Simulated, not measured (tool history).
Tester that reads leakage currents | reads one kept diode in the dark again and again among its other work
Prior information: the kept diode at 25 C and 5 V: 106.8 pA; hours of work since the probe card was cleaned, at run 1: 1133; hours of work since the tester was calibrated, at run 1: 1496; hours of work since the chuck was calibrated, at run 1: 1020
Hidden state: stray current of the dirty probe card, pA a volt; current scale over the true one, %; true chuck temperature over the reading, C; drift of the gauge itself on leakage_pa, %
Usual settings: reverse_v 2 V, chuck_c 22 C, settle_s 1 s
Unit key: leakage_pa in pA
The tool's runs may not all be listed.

run    hour  reverse_v  chuck_c  settle_s  hours of work since the probe card was cleaned  hours of work since the tester was calibrated  hours of work since the chuck was calibrated  leakage_pa
  1       0          2       22         1                                            1133                                           1496                                          1020       46.32
  2    43.5      18.62       22         1                                            1156                                           1520                                          1044      191.54
  3      87      18.62       22         1                                            1180                                           1543                                          1068      190.49
  4   116.4       1.38       22         1                                            1196                                           1559                                          1084       36.65
  5   182.1       1.38       22         1                                            1232                                           1595                                          1120        36.4
  6   232.6          2       22         1                                            1260                                           1623                                          1148       45.43
  7   288.1          2       22         1                                            1290                                           1653                                          1178       45.49
  8   352.4          2       22         1                                            1325                                           1688                                          1213       45.39
  9   403.2          2       22         1                                            1353                                           1716                                          1241       45.49
 10   445.5          2       58         1                                            1376                                           1739                                          1264      616.07
 11   501.7          2       58         1                                            1407                                           1770                                          1295      614.87
 12     555          2       22      3.82                                            1436                                           1799                                          1324       44.51
 13   625.9          2       22         1                                            1475                                           1838                                          1363       45.28
 14   680.9          2       22         1                                            1505                                           1868                                          1393       44.91
      747.2  -- chuck's temperature calibrated
 15   753.5          2       22         1                                            1544                                           1907                                             3       51.53
 16   813.8          2       22         1                                            1577                                           1940                                            36       51.73
 17   845.2          2       22         1                                            1594                                           1957                                            54       51.25
 18   875.6          2       57      2.61                                            1610                                           1974                                            70      641.72
 19   904.5       17.3       51      7.59                                            1626                                           1989                                            86     1571.09
        912  -- tester calibrated
 20   968.8          2       32      0.96                                            1660                                             31                                           120      109.45
 21  1004.8       4.68       32      0.96                                            1680                                             51                                           140      184.07
 22    1047          2       22      0.91                                            1703                                             74                                           163       51.44
 23    1113       1.33       32         1                                            1739                                            110                                           199       84.55
     1120.6  -- tester calibrated, once more
 24  1169.9          2       43      2.72                                            1769                                             27                                           229      239.57
 25  1230.1       9.72       36       0.3                                            1802                                             60                                           262      387.95
 26  1265.5       9.72       36       0.3                                            1822                                             79                                           281      387.93
 27  1311.7          2       59      0.34                                            1847                                            105                                           307      711.83
 28  1374.2        1.7       59      0.34                                            1881                                            139                                           341      641.08
 29  1422.4        1.7       59      0.34                                            1907                                            165                                           367      637.28
 30  1458.1        1.7       59      1.18                                            1927                                            185                                           387      638.55

Expected results for the next run?
 31  1489.5          2       27      4.21                                            1944                                            202                                           404           ?

{"run 31": {"leakage_pa": 72.72}}
With the hidden condition absent and the run-to-run variation left alone, this run would have shown leakage_pa 73.17 pA.
